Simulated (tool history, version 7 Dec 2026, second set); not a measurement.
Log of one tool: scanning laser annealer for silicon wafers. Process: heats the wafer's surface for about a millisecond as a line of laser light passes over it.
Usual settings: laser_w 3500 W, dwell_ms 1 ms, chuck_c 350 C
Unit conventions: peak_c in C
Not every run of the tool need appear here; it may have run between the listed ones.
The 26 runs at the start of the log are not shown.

Run 27, hour 1781.8: usual settings but laser_w 3366 W, chuck_c 315 C. Result: peak_c 1000 C.
At hour 1789.5: laser's power meter calibrated.
Run 28, hour 1833.2: usual settings but laser_w 3594 W, dwell_ms 0.75 ms, chuck_c 322 C. Result: peak_c 944 C.
Run 29, hour 1872.8: usual settings but laser_w 3594 W, dwell_ms 0.82 ms, chuck_c 374 C. Result: peak_c 1029 C.
At hour 1951.5: window over the wafer cleaned.
Run 30, hour 1951.5: usual settings but laser_w 3594 W, dwell_ms 0.82 ms, chuck_c 374 C. Result: peak_c 1044 C.
Run 31, hour 2025.5: usual settings but chuck_c 339 C. Result: peak_c 1074 C.
Run 32, hour 2089.2: usual settings but chuck_c 339 C. Result: peak_c 1071 C.
At hour 2106.8: laser's power meter calibrated, once more.
Run 33, hour 2141.8: usual settings but chuck_c 339 C. Result: peak_c 1055 C.
Run 34, hour 2192.4: usual settings but laser_w 3560 W, dwell_ms 1.23 ms, chuck_c 320 C. Result: peak_c 1143 C.

What will run 35 give?
Run 35, hour 2279.9: usual settings but laser_w 3560 W, dwell_ms 1.23 ms, chuck_c 320 C. Result: peak_c ?.

{"run 35": {"peak_c": 1141}}
The same run, on a tool lacking any hidden state, would have yielded peak_c 1151 C.

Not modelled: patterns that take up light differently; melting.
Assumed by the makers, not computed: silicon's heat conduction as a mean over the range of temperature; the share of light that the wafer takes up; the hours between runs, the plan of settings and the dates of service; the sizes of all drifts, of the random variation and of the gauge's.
